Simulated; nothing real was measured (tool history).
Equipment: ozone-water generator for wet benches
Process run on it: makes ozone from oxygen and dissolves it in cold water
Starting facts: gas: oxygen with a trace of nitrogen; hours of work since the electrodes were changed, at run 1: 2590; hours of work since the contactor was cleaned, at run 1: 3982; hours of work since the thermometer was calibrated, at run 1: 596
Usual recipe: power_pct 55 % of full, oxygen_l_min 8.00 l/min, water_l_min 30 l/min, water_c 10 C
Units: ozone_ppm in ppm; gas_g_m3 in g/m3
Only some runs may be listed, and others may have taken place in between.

run    hour  power_pct  oxygen_l_min  water_l_min  water_c  hours of work since the electrodes were changed  hours of work since the contactor was cleaned  hours of work since the thermometer was calibrated  ozone_ppm  gas_g_m3
  1     0.0         55          8.00           30       10                                             2590                                           3982                                                 596       15.3     126.8
  2    60.6         55          8.00           30       10                                             2643                                           4035                                                 650       15.1     128.5
  3   169.7         55          8.00           22       10                                             2740                                           4132                                                 746       19.5     127.7
  4   225.8         55          8.00           22       10                                             2789                                           4181                                                 795       19.0     129.2
  5   309.7         55          8.00           22       10                                             2863                                           4255                                                 870       19.6     128.4
  6   402.0         55          8.00           22       10                                             2945                                           4337                                                 951       19.4     128.8
  7   525.5         51          8.00           22       10                                             3054                                           4446                                                1060       17.8     120.9
  8   660.9         55         13.48           30       10                                             3173                                           4565                                                1180       14.3      93.1
  9   794.2         55         13.48           30       10                                             3291                                           4683                                                1297       14.4      93.5
 10   887.1         55          8.00           30       10                                             3373                                           4765                                                1379       14.8     126.4
 11  1005.6         55          8.00           30       10                                             3478                                           4870                                                1484       14.8     127.0
 12  1127.8         55          8.00           30       10                                             3586                                           4978                                                1592       14.7     126.7

Run 13 has not been measured yet. What should we expect?
 13  1232.1         55          7.23           30       10                                             3678                                           5070                                                1684          ?         ?

ozone_ppm: 14.7 ppm
gas_g_m3: 135.8 g/m3
On a tool with no hidden condition, and with the same random variation, this run would have come out at ozone_ppm 16.0 ppm, gas_g_m3 143.1 g/m3.
